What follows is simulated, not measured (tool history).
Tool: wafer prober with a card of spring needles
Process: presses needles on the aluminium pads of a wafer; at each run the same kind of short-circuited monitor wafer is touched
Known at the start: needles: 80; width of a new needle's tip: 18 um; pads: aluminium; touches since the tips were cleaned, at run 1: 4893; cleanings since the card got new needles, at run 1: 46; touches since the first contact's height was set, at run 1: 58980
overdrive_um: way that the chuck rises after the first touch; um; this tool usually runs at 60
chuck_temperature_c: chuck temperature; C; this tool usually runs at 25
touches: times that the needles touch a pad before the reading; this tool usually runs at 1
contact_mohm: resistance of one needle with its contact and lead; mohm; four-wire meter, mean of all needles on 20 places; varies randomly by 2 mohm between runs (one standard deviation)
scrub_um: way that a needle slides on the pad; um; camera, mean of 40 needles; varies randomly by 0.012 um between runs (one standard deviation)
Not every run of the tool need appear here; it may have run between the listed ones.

run,hour,overdrive_um,chuck_temperature_c,touches,touches since the tips were cleaned,cleanings since the card got new needles,touches since the first contact's height was set,contact_mohm,scrub_um
1,0.0,60,25,1,4893,46,58980,219,13.86
# hour 5.0: tips cleaned on abrasive film
2,10.0,60,25,1,2863,47,64702,218,13.86
# hour 18.3: tips cleaned on abrasive film
3,23.9,60,25,1,3229,48,72737,218,13.85
# hour 31.6: tips cleaned on abrasive film
4,36.9,60,25,1,3060,49,80234,213,13.89
# hour 44.2: tips cleaned on abrasive film
5,55.9,60,25,1,6810,50,91235,214,13.89
# hour 57.9: tips cleaned on abrasive film
# hour 64.4: height of the first contact set anew
6,69.1,60,25,1,6312,51,2699,218,13.89
# hour 70.5: tips cleaned on abrasive film
7,79.3,62,25,1,5095,52,8576,217,14.36
# hour 83.3: tips cleaned on abrasive film
# hour 96.8: tips cleaned on abrasive film
8,97.3,60,28,1,295,54,18920,220,13.91
# hour 110.0: tips cleaned on abrasive film
9,120.6,60,28,1,6175,55,32389,214,13.91
# hour 123.0: tips cleaned on abrasive film
# hour 135.5: tips cleaned on abrasive film
10,145.1,60,25,1,5590,57,46502,219,13.90
# hour 147.8: tips cleaned on abrasive film
# hour 160.3: tips cleaned on abrasive film
11,163.2,60,25,1,1664,59,56892,217,13.95
# hour 173.9: tips cleaned on abrasive film
12,181.6,63,52,3,4477,60,67525,220,14.64
# hour 186.7: tips cleaned on abrasive film
13,192.9,54,31,3,3605,61,74049,221,12.56

Run 14 comes next. What will it give?
# hour 200.4: tips cleaned on abrasive film
14,211.2,54,31,3,6264,62,84578,?,?

{"run 14": {"contact_mohm": 225, "scrub_um": 12.56}}
With the hidden condition absent and the run-to-run variation left alone, this run would have shown contact_mohm 225 mohm, scrub_um 12.47 um.
